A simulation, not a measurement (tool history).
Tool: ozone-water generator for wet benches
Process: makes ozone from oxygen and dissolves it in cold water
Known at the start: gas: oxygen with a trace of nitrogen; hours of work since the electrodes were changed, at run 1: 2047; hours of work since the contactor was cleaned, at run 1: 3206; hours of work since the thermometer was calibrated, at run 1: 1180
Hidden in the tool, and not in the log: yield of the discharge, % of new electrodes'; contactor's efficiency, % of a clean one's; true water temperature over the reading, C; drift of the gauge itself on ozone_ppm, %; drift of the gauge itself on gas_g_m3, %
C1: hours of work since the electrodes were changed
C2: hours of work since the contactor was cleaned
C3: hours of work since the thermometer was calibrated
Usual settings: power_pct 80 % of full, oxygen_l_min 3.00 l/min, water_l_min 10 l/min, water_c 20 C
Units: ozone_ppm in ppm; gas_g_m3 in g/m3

{"run": 1, "day": 0.0, "power_pct": 80, "oxygen_l_min": 3.0, "water_l_min": 10, "water_c": 20, "C1": 2047, "C2": 3206, "C3": 1180, "ozone_ppm": 25.9, "gas_g_m3": 213.2}
{"run": 2, "day": 3.988, "power_pct": 82, "oxygen_l_min": 3.0, "water_l_min": 10, "water_c": 20, "C1": 2139, "C2": 3299, "C3": 1273, "ozone_ppm": 26.4, "gas_g_m3": 217.7}
{"run": 3, "day": 9.671, "power_pct": 80, "oxygen_l_min": 3.0, "water_l_min": 10, "water_c": 20, "C1": 2271, "C2": 3431, "C3": 1405, "ozone_ppm": 26.1, "gas_g_m3": 216.4}
{"run": 4, "day": 14.338, "power_pct": 80, "oxygen_l_min": 3.0, "water_l_min": 10, "water_c": 20, "C1": 2380, "C2": 3539, "C3": 1513, "ozone_ppm": 25.8, "gas_g_m3": 215.1}
{"run": 5, "day": 18.879, "power_pct": 80, "oxygen_l_min": 3.0, "water_l_min": 10, "water_c": 20, "C1": 2485, "C2": 3645, "C3": 1619, "ozone_ppm": 26.2, "gas_g_m3": 215.6}
{"run": 6, "day": 23.104, "power_pct": 80, "oxygen_l_min": 3.0, "water_l_min": 10, "water_c": 20, "C1": 2583, "C2": 3743, "C3": 1717, "ozone_ppm": 26.0, "gas_g_m3": 217.7}
{"run": 7, "day": 26.962, "power_pct": 80, "oxygen_l_min": 2.84, "water_l_min": 10, "water_c": 20, "C1": 2673, "C2": 3832, "C3": 1806, "ozone_ppm": 25.5, "gas_g_m3": 223.1}
{"run": 8, "day": 31.883, "power_pct": 80, "oxygen_l_min": 2.84, "water_l_min": 10, "water_c": 20, "C1": 2787, "C2": 3947, "C3": 1921, "ozone_ppm": 26.0, "gas_g_m3": 222.2}
{"run": 9, "day": 34.942, "power_pct": 80, "oxygen_l_min": 2.84, "water_l_min": 10, "water_c": 20, "C1": 2858, "C2": 4018, "C3": 1992, "ozone_ppm": 25.9, "gas_g_m3": 226.3}
{"run": 10, "day": 39.946, "power_pct": 80, "oxygen_l_min": 2.84, "water_l_min": 10, "water_c": 20, "C1": 2975, "C2": 4134, "C3": 2108, "ozone_ppm": 25.6, "gas_g_m3": 225.9}
{"run": 11, "day": 43.95, "power_pct": 80, "oxygen_l_min": 2.84, "water_l_min": 10, "water_c": 20, "C1": 3068, "C2": 4227, "C3": 2201, "ozone_ppm": 25.9, "gas_g_m3": 226.1}
{"run": 12, "day": 46.958, "power_pct": 80, "oxygen_l_min": 3.0, "water_l_min": 10, "water_c": 20, "C1": 3138, "C2": 4297, "C3": 2271, "ozone_ppm": 25.8, "gas_g_m3": 219.6}
{"run": 13, "day": 51.571, "power_pct": 80, "oxygen_l_min": 3.0, "water_l_min": 10, "water_c": 20, "C1": 3245, "C2": 4404, "C3": 2378, "ozone_ppm": 25.7, "gas_g_m3": 220.5}
{"run": 14, "day": 55.621, "power_pct": 48, "oxygen_l_min": 3.0, "water_l_min": 7, "water_c": 16, "C1": 3339, "C2": 4498, "C3": 2472, "ozone_ppm": 22.9, "gas_g_m3": 144.6}
{"run": 15, "day": 61.383, "power_pct": 43, "oxygen_l_min": 3.0, "water_l_min": 7, "water_c": 16, "C1": 3473, "C2": 4632, "C3": 2606, "ozone_ppm": 21.0, "gas_g_m3": 132.8}
{"day": 64.742, "done": "gauge calibrated"}
{"run": 16, "day": 64.992, "power_pct": 80, "oxygen_l_min": 1.58, "water_l_min": 10, "water_c": 20, "C1": 3556, "C2": 4716, "C3": 2690, "ozone_ppm": 24.2, "gas_g_m3": 289.8}
{"run": 17, "day": 69.317, "power_pct": 84, "oxygen_l_min": 5.22, "water_l_min": 6, "water_c": 24, "C1": 3657, "C2": 4816, "C3": 2790, "ozone_ppm": 30.5, "gas_g_m3": 171.8}
{"run": 18, "day": 74.462, "power_pct": 80, "oxygen_l_min": 3.0, "water_l_min": 11, "water_c": 20, "C1": 3776, "C2": 4936, "C3": 2910, "ozone_ppm": 24.4, "gas_g_m3": 217.2}
{"run": 19, "day": 77.296, "power_pct": 81, "oxygen_l_min": 3.0, "water_l_min": 15, "water_c": 20, "C1": 3842, "C2": 5002, "C3": 2976, "ozone_ppm": 19.1, "gas_g_m3": 216.3}
{"run": 20, "day": 83.346, "power_pct": 81, "oxygen_l_min": 3.0, "water_l_min": 15, "water_c": 20, "C1": 3983, "C2": 5142, "C3": 3116, "ozone_ppm": 19.0, "gas_g_m3": 219.3}
{"run": 21, "day": 85.908, "power_pct": 80, "oxygen_l_min": 3.0, "water_l_min": 16, "water_c": 16, "C1": 4042, "C2": 5202, "C3": 3176, "ozone_ppm": 19.0, "gas_g_m3": 216.5}
{"run": 22, "day": 89.962, "power_pct": 78, "oxygen_l_min": 3.0, "water_l_min": 10, "water_c": 17, "C1": 4137, "C2": 5296, "C3": 3270, "ozone_ppm": 26.6, "gas_g_m3": 213.7}
{"run": 23, "day": 94.325, "power_pct": 88, "oxygen_l_min": 3.0, "water_l_min": 10, "water_c": 14, "C1": 4238, "C2": 5397, "C3": 3371, "ozone_ppm": 30.6, "gas_g_m3": 235.3}
{"run": 24, "day": 99.438, "power_pct": 80, "oxygen_l_min": 2.82, "water_l_min": 10, "water_c": 20, "C1": 4357, "C2": 5516, "C3": 3490, "ozone_ppm": 25.5, "gas_g_m3": 225.6}

4 ways to go on from here, each from the tool as it stands after run 24. What would each give?
{"run": "A", "day": 102.771, "power_pct": 80, "oxygen_l_min": 3.0, "water_l_min": 7, "water_c": 20, "C1": 4434, "C2": 5594, "C3": 3568, "ozone_ppm": "?", "gas_g_m3": "?"}
{"run": "B", "day": 102.771, "power_pct": 80, "oxygen_l_min": 3.0, "water_l_min": 10, "water_c": 22, "C1": 4434, "C2": 5594, "C3": 3568, "ozone_ppm": "?", "gas_g_m3": "?"}
{"run": "C", "day": 102.771, "power_pct": 80, "oxygen_l_min": 4.39, "water_l_min": 10, "water_c": 14, "C1": 4434, "C2": 5594, "C3": 3568, "ozone_ppm": "?", "gas_g_m3": "?"}
{"run": "D", "day": 102.771, "power_pct": 80, "oxygen_l_min": 2.82, "water_l_min": 6, "water_c": 13, "C1": 4434, "C2": 5594, "C3": 3568, "ozone_ppm": "?", "gas_g_m3": "?"}

run=A ozone_ppm=32.6 gas_g_m3=216.4
run=B ozone_ppm=25.0 gas_g_m3=221.2
run=C ozone_ppm=28.6 gas_g_m3=182.7
run=D ozone_ppm=40.2 gas_g_m3=226.1
Without the tool's hidden state the same runs would have given:
run=A ozone_ppm=32.7 gas_g_m3=213.1
run=B ozone_ppm=25.0 gas_g_m3=217.9
run=C ozone_ppm=28.6 gas_g_m3=179.9
run=D ozone_ppm=40.3 gas_g_m3=222.7

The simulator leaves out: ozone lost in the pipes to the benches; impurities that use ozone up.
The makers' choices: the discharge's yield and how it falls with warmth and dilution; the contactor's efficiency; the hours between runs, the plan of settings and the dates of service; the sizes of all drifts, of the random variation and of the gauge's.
